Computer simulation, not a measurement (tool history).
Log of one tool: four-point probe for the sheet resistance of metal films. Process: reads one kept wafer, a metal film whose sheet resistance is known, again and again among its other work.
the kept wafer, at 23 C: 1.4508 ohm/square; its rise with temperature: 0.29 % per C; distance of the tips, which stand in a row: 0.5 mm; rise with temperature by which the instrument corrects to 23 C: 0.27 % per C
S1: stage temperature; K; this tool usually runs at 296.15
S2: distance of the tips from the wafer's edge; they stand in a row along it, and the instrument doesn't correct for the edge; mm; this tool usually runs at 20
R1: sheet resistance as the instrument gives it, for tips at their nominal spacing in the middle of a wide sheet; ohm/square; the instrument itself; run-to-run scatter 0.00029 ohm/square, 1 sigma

Run 1, hour 0.0: usual settings. Result: R1 1.437884 ohm/square.
Run 2, hour 20.5: usual settings. Result: R1 1.437350 ohm/square.
Run 3, hour 71.0: usual settings. Result: R1 1.437283 ohm/square.
Run 4, hour 97.7: usual settings. Result: R1 1.436421 ohm/square.
Run 5, hour 138.0: usual settings but S2 14 mm. Result: R1 1.436799 ohm/square.
Run 6, hour 171.8: usual settings. Result: R1 1.435561 ohm/square.
Run 7, hour 221.0: usual settings. Result: R1 1.435383 ohm/square.
Run 8, hour 271.3: usual settings. Result: R1 1.434817 ohm/square.
Run 9, hour 309.4: usual settings. Result: R1 1.434979 ohm/square.
Run 10, hour 336.7: usual settings. Result: R1 1.434898 ohm/square.
Run 11, hour 371.4: usual settings. Result: R1 1.433347 ohm/square.
Run 12, hour 419.1: usual settings. Result: R1 1.433480 ohm/square.
Run 13, hour 453.1: usual settings but S1 301.15 K. Result: R1 1.434580 ohm/square.
Run 14, hour 484.9: usual settings but S1 301.15 K. Result: R1 1.434365 ohm/square.
Run 15, hour 513.9: usual settings but S1 294.15 K. Result: R1 1.431679 ohm/square.
Run 16, hour 554.5: usual settings but S1 294.15 K. Result: R1 1.431789 ohm/square.
Run 17, hour 586.6: usual settings but S1 294.15 K. Result: R1 1.431333 ohm/square.
At hour 590.5: stage's thermometer calibrated.
Run 18, hour 623.1: usual settings but S1 292.15 K, S2 3 mm. Result: R1 1.451368 ohm/square.
Run 19, hour 668.1: usual settings but S1 292.15 K, S2 3 mm. Result: R1 1.450601 ohm/square.
Run 20, hour 700.4: usual settings but S1 298.15 K, S2 3 mm. Result: R1 1.452036 ohm/square.
Run 21, hour 742.6: usual settings but S1 301.15 K, S2 12 mm. Result: R1 1.432322 ohm/square.
Run 22, hour 778.0: usual settings but S1 301.15 K, S2 12 mm. Result: R1 1.432015 ohm/square.
Run 23, hour 810.8: usual settings but S2 67 mm. Result: R1 1.429106 ohm/square.
At hour 813.6: stage's thermometer calibrated, once more.
Run 24, hour 860.8: usual settings but S1 291.15 K. Result: R1 1.428342 ohm/square.
Run 25, hour 907.3: usual settings but S1 291.15 K, S2 5 mm. Result: R1 1.435360 ohm/square.
Run 26, hour 948.7: usual settings but S1 292.15 K. Result: R1 1.428134 ohm/square.
Run 27, hour 981.2: usual settings but S1 292.15 K. Result: R1 1.427241 ohm/square.
Run 28, hour 1016.7: usual settings but S1 292.15 K. Result: R1 1.426906 ohm/square.
Run 29, hour 1067.5: usual settings but S1 292.15 K. Result: R1 1.426976 ohm/square.
Run 30, hour 1103.7: usual settings but S1 292.15 K. Result: R1 1.426100 ohm/square.
Run 31, hour 1128.3: usual settings but S1 302.15 K, S2 36 mm. Result: R1 1.428751 ohm/square.

Predict each of these 3 candidate next runs independently; none follows another, all start after run 31:
Run A, hour 1178.4: usual settings but S1 295.15 K, S2 16 mm. Result: R1 ?.
Run B, hour 1178.4: usual settings but S1 298.15 K, S2 13 mm. Result: R1 ?.
Run C, hour 1178.4: usual settings but S1 295.15 K, S2 9 mm. Result: R1 ?.

run        R1
  A  1.426634
  B  1.427954
  C  1.427972
Take away the tool's hidden state, keep each run's random variation, and the runs would have read:
run        R1
  A  1.451195
  B  1.452536
  C  1.452554
